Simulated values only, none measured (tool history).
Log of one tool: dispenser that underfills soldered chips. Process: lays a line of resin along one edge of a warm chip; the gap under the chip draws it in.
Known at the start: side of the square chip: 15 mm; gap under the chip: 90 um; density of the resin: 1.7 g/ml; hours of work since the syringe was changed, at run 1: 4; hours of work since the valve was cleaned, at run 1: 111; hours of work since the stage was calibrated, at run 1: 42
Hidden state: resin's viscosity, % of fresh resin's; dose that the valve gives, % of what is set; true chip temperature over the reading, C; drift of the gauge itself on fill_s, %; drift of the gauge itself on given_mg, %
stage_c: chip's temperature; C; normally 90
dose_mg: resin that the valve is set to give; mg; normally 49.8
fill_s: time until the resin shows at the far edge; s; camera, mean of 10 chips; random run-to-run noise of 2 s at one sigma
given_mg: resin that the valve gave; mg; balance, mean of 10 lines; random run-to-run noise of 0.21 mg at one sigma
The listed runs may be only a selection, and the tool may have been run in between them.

run,day,stage_c,dose_mg,hours of work since the syringe was changed,hours of work since the valve was cleaned,hours of work since the stage was calibrated,fill_s,given_mg
1,0,90,49.8,4,111,42,223.4,47.26
# day 0.058: dispensing valve cleaned and set on the balance
2,0.167,90,49.8,6,2,44,235.5,49.92
# day 0.212: new syringe of resin
3,0.383,90,49.8,2,4,47,209.5,49.61
4,0.562,90,49.8,5,7,49,227.8,49.83
# day 0.696: new syringe of resin
5,0.721,90,49.8,0,9,52,201.2,49.64
6,0.825,85,49.8,2,11,53,261,49.66
7,0.925,94,49.8,3,12,54,188.2,49.83
8,1.075,102,49.8,5,14,57,148,49.68
# day 1.183: new syringe of resin
9,1.283,102,49.8,1,17,59,127.2,50
10,1.367,102,49.8,3,18,61,129.9,49.46
11,1.475,79,49.8,4,20,62,356,49.6
12,1.558,90,47.8,5,21,63,231.2,47.23
# day 1.667: new syringe of resin
13,1.738,90,47.8,1,24,66,207.6,47.59
14,1.833,90,49.8,2,25,67,215.9,49.32
15,2.038,90,49.8,5,28,70,235.3,49.33
# day 2.146: new syringe of resin
16,2.221,90,49.8,1,30,73,201.4,49.31
17,2.383,90,49.8,3,33,75,214.5,49.02
18,2.508,90,49.8,5,34,77,230.3,48.65
# day 2.633: new syringe of resin
19,2.725,76,49.1,1,37,80,373.6,48.22
20,2.9,101,43.7,4,40,82,145.2,43.07
21,3.004,103,44.4,5,41,84,143.2,43.53
# day 3.129: new syringe of resin
22,3.221,100,63.4,1,44,87,134.1,62.07
23,3.392,100,63.4,4,47,89,145,62.56
24,3.492,97,42.5,5,48,91,185.2,41.59
# day 3.617: new syringe of resin
25,3.679,85,49.8,1,51,93,253.4,48.53
26,3.838,85,42.9,3,53,95,289.2,41.79
27,3.975,82,61.2,5,55,97,324.5,59.89
# day 4.1: new syringe of resin
28,4.104,82,61.2,0,57,99,274.8,59.87
29,4.283,84,44.2,3,59,102,283.6,43.28
30,4.375,93,49.8,4,61,103,199.5,48.68
31,4.512,93,49.8,6,63,105,212.9,48.57
# day 4.592: new syringe of resin
32,4.721,93,49.8,2,65,108,188.5,48.32
33,4.892,93,49.8,4,68,110,204.2,48.37
# day 5.079: new syringe of resin
34,5.112,88,48.5,0,71,113,225.7,47.09
35,5.262,88,61.5,3,73,115,233.4,59.48
36,5.429,100,61.4,5,75,118,153.4,59.52

What if the next run were any one of these 3? Each begins from the tool's condition after run 36:
# day 5.571: new syringe of resin
A,5.608,98,49.8,1,78,120,?,?
# day 5.571: new syringe of resin
B,5.608,75,49.8,1,78,120,?,?
# day 5.571: new syringe of resin
C,5.608,95,57.7,1,78,120,?,?

run,fill_s,given_mg
A,146.6,48.01
B,385.8,48.31
C,161.8,55.79
Had the tool no hidden state, the same runs would have come out as:
run,fill_s,given_mg
A,141.8,49.69
B,372.4,50
C,157,57.74
